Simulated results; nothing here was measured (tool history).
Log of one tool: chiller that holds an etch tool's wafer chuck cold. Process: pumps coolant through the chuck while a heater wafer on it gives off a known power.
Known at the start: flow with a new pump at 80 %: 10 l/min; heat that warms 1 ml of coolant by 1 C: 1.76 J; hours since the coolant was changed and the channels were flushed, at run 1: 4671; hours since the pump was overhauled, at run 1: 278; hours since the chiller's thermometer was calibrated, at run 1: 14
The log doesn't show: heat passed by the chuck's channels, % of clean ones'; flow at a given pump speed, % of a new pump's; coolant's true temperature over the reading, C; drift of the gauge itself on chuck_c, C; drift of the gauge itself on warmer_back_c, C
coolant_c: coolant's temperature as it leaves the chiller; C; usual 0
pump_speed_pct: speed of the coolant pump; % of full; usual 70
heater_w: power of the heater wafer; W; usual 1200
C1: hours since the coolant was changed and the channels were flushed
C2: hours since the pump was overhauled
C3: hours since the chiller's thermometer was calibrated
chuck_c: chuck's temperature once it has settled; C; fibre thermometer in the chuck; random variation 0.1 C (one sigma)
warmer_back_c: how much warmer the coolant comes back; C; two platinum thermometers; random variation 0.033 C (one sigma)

run 1 hour=0 | coolant_c=0 pump_speed_pct=70 heater_w=1200 | C1=4671 C2=278 C3=14 | chuck_c=16.7 warmer_back_c=4.82
run 2 hour=47.9 | coolant_c=0 pump_speed_pct=70 heater_w=941 | C1=4719 C2=325 C3=62 | chuck_c=13.2 warmer_back_c=3.74
run 3 hour=132.2 | coolant_c=0 pump_speed_pct=70 heater_w=941 | C1=4803 C2=410 C3=146 | chuck_c=13.1 warmer_back_c=3.76
run 4 hour=221.8 | coolant_c=0 pump_speed_pct=70 heater_w=941 | C1=4893 C2=499 C3=236 | chuck_c=13.1 warmer_back_c=3.79
run 5 hour=308.7 | coolant_c=0 pump_speed_pct=70 heater_w=941 | C1=4980 C2=586 C3=323 | chuck_c=13.2 warmer_back_c=3.87
run 6 hour=396.9 | coolant_c=3 pump_speed_pct=70 heater_w=941 | C1=5068 C2=674 C3=411 | chuck_c=16 warmer_back_c=3.86
run 7 hour=478.7 | coolant_c=0 pump_speed_pct=70 heater_w=1200 | C1=5150 C2=756 C3=493 | chuck_c=16.6 warmer_back_c=4.9
run 8 hour=519.6 | coolant_c=0 pump_speed_pct=70 heater_w=1200 | C1=5190 C2=797 C3=534 | chuck_c=16.5 warmer_back_c=4.9
run 9 hour=579.4 | coolant_c=0 pump_speed_pct=70 heater_w=1200 | C1=5250 C2=857 C3=594 | chuck_c=16.7 warmer_back_c=4.88
run 10 hour=644.6 | coolant_c=0 pump_speed_pct=70 heater_w=1200 | C1=5315 C2=922 C3=659 | chuck_c=16.7 warmer_back_c=5.02
run 11 hour=715.9 | coolant_c=0 pump_speed_pct=70 heater_w=1200 | C1=5387 C2=993 C3=730 | chuck_c=16.5 warmer_back_c=4.99
run 12 hour=790.2 | coolant_c=0 pump_speed_pct=70 heater_w=1200 | C1=5461 C2=1068 C3=804 | chuck_c=16.8 warmer_back_c=4.95
run 13 hour=881.9 | coolant_c=0 pump_speed_pct=70 heater_w=1200 | C1=5553 C2=1159 C3=896 | chuck_c=16.7 warmer_back_c=5.02
run 14 hour=944.1 | coolant_c=0 pump_speed_pct=86 heater_w=1200 | C1=5615 C2=1222 C3=958 | chuck_c=13.8 warmer_back_c=4.03
run 15 hour=989.5 | coolant_c=0 pump_speed_pct=86 heater_w=1200 | C1=5660 C2=1267 C3=1004 | chuck_c=13.9 warmer_back_c=4.04
run 16 hour=1075 | coolant_c=0 pump_speed_pct=86 heater_w=1200 | C1=5746 C2=1353 C3=1089 | chuck_c=14.1 warmer_back_c=4.05
run 17 hour=1135.7 | coolant_c=0 pump_speed_pct=86 heater_w=1200 | C1=5807 C2=1413 C3=1150 | chuck_c=13.8 warmer_back_c=4.13
run 18 hour=1233 | coolant_c=-7 pump_speed_pct=76 heater_w=909 | C1=5904 C2=1511 C3=1247 | chuck_c=4.7 warmer_back_c=3.69
run 19 hour=1329.3 | coolant_c=0 pump_speed_pct=98 heater_w=967 | C1=6000 C2=1607 C3=1344 | chuck_c=10 warmer_back_c=3.04
run 20 hour=1375.7 | coolant_c=1 pump_speed_pct=91 heater_w=1041 | C1=6047 C2=1653 C3=1390 | chuck_c=12.5 warmer_back_c=3.46
-- hour=1388.8 gauge calibrated
run 21 hour=1469 | coolant_c=-3 pump_speed_pct=69 heater_w=1004 | C1=6140 C2=1747 C3=1483 | chuck_c=11.1 warmer_back_c=4.09
run 22 hour=1553.6 | coolant_c=5 pump_speed_pct=70 heater_w=1200 | C1=6224 C2=1831 C3=1568 | chuck_c=21.5 warmer_back_c=4.8
run 23 hour=1599.4 | coolant_c=5 pump_speed_pct=70 heater_w=1200 | C1=6270 C2=1877 C3=1614 | chuck_c=21.6 warmer_back_c=4.87
run 24 hour=1688 | coolant_c=5 pump_speed_pct=70 heater_w=1200 | C1=6359 C2=1965 C3=1702 | chuck_c=21.7 warmer_back_c=4.88
run 25 hour=1741.3 | coolant_c=0 pump_speed_pct=87 heater_w=1361 | C1=6412 C2=2019 C3=1756 | chuck_c=15.6 warmer_back_c=4.3
run 26 hour=1839 | coolant_c=1 pump_speed_pct=82 heater_w=1330 | C1=6510 C2=2117 C3=1853 | chuck_c=17.3 warmer_back_c=4.54
run 27 hour=1927 | coolant_c=4 pump_speed_pct=82 heater_w=906 | C1=6598 C2=2204 C3=1941 | chuck_c=15 warmer_back_c=3.13
run 28 hour=1967.1 | coolant_c=4 pump_speed_pct=82 heater_w=906 | C1=6638 C2=2245 C3=1981 | chuck_c=14.9 warmer_back_c=3.13
run 29 hour=2040.2 | coolant_c=5 pump_speed_pct=62 heater_w=622 | C1=6711 C2=2318 C3=2055 | chuck_c=14.6 warmer_back_c=3
run 30 hour=2138.6 | coolant_c=4 pump_speed_pct=92 heater_w=622 | C1=6809 C2=2416 C3=2153 | chuck_c=11 warmer_back_c=2.05
run 31 hour=2212.4 | coolant_c=4 pump_speed_pct=92 heater_w=622 | C1=6883 C2=2490 C3=2227 | chuck_c=11 warmer_back_c=2.04
run 32 hour=2292.2 | coolant_c=7 pump_speed_pct=97 heater_w=643 | C1=6963 C2=2570 C3=2306 | chuck_c=13.9 warmer_back_c=2

Hidden state at the last listed run before each entry between runs and at the first one after, where it differs:
Between runs 20 and 21: gauge calibrated (hour 1388.8)
  drift of the gauge itself on warmer_back_c, C: 0.4 -> 0.02
  measured less the result without the state, warmer_back_c: +0.4 -> +0.02 C

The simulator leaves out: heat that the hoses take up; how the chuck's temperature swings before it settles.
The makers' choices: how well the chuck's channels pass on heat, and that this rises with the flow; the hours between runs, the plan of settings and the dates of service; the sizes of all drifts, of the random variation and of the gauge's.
